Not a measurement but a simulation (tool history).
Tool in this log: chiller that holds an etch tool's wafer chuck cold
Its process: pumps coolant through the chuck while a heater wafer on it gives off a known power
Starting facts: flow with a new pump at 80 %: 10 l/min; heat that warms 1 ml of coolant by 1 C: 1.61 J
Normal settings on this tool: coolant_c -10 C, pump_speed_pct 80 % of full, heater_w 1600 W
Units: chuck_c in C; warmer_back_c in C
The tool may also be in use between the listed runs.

run 1 hour=0 | coolant_c=-10 pump_speed_pct=80 heater_w=1600 | chuck_c=2.6 warmer_back_c=5.94
run 2 hour=69.1 | coolant_c=-10 pump_speed_pct=80 heater_w=1600 | chuck_c=2.3 warmer_back_c=5.99
run 3 hour=103 | coolant_c=-10 pump_speed_pct=80 heater_w=1600 | chuck_c=2.5 warmer_back_c=5.93
run 4 hour=158.8 | coolant_c=-10 pump_speed_pct=80 heater_w=1600 | chuck_c=2.4 warmer_back_c=6.02
run 5 hour=229.1 | coolant_c=-10 pump_speed_pct=80 heater_w=1600 | chuck_c=2.4 warmer_back_c=5.98
run 6 hour=290 | coolant_c=-20 pump_speed_pct=80 heater_w=1600 | chuck_c=-7.4 warmer_back_c=5.93
run 7 hour=352.5 | coolant_c=-20 pump_speed_pct=80 heater_w=1600 | chuck_c=-7.4 warmer_back_c=5.99
run 8 hour=384.9 | coolant_c=-20 pump_speed_pct=80 heater_w=1600 | chuck_c=-7.4 warmer_back_c=6
run 9 hour=443.7 | coolant_c=-10 pump_speed_pct=67 heater_w=1600 | chuck_c=4.9 warmer_back_c=7.22
run 10 hour=474 | coolant_c=-10 pump_speed_pct=67 heater_w=1600 | chuck_c=5 warmer_back_c=7.29
run 11 hour=521.5 | coolant_c=-10 pump_speed_pct=67 heater_w=1600 | chuck_c=4.9 warmer_back_c=7.31
run 12 hour=583.2 | coolant_c=-6 pump_speed_pct=60 heater_w=1600 | chuck_c=10.7 warmer_back_c=8.22
run 13 hour=649.5 | coolant_c=-20 pump_speed_pct=84 heater_w=928 | chuck_c=-13 warmer_back_c=3.31
run 14 hour=682.7 | coolant_c=-10 pump_speed_pct=84 heater_w=1600 | chuck_c=2.1 warmer_back_c=5.69
run 15 hour=719.6 | coolant_c=-10 pump_speed_pct=85 heater_w=1600 | chuck_c=1.8 warmer_back_c=5.59
run 16 hour=774.5 | coolant_c=-15 pump_speed_pct=85 heater_w=1600 | chuck_c=-3.5 warmer_back_c=5.59
run 17 hour=810.9 | coolant_c=-8 pump_speed_pct=70 heater_w=1094 | chuck_c=1.8 warmer_back_c=4.74
run 18 hour=849.8 | coolant_c=-10 pump_speed_pct=77 heater_w=1600 | chuck_c=3 warmer_back_c=6.19
run 19 hour=904.5 | coolant_c=-17 pump_speed_pct=66 heater_w=1992 | chuck_c=1.9 warmer_back_c=9.18
run 20 hour=946.1 | coolant_c=-17 pump_speed_pct=66 heater_w=1992 | chuck_c=1.7 warmer_back_c=9.23
run 21 hour=1013.6 | coolant_c=-2 pump_speed_pct=88 heater_w=2327 | chuck_c=14.6 warmer_back_c=7.88
run 22 hour=1042.9 | coolant_c=-10 pump_speed_pct=80 heater_w=1704 | chuck_c=3.4 warmer_back_c=6.35

Predict each of these 5 candidate next runs independently; none follows another, all start after run 22:
run A hour=1090.5 | coolant_c=-16 pump_speed_pct=67 heater_w=1938 | chuck_c=? warmer_back_c=?
run B hour=1090.5 | coolant_c=-10 pump_speed_pct=86 heater_w=1704 | chuck_c=? warmer_back_c=?
run C hour=1090.5 | coolant_c=-5 pump_speed_pct=64 heater_w=1685 | chuck_c=? warmer_back_c=?
run D hour=1090.5 | coolant_c=-10 pump_speed_pct=87 heater_w=1922 | chuck_c=? warmer_back_c=?
run E hour=1090.5 | coolant_c=0 pump_speed_pct=68 heater_w=1497 | chuck_c=? warmer_back_c=?

run=A chuck_c=2 warmer_back_c=8.83
run=B chuck_c=2.3 warmer_back_c=5.91
run=C chuck_c=11.4 warmer_back_c=8.03
run=D chuck_c=4 warmer_back_c=6.55
run=E chuck_c=13.7 warmer_back_c=6.72
Had the tool no hidden state, the same runs would have come out as:
run=A chuck_c=1.9 warmer_back_c=8.83
run=B chuck_c=2.2 warmer_back_c=5.91
run=C chuck_c=11.4 warmer_back_c=8.02
run=D chuck_c=4 warmer_back_c=6.54
run=E chuck_c=13.7 warmer_back_c=6.72
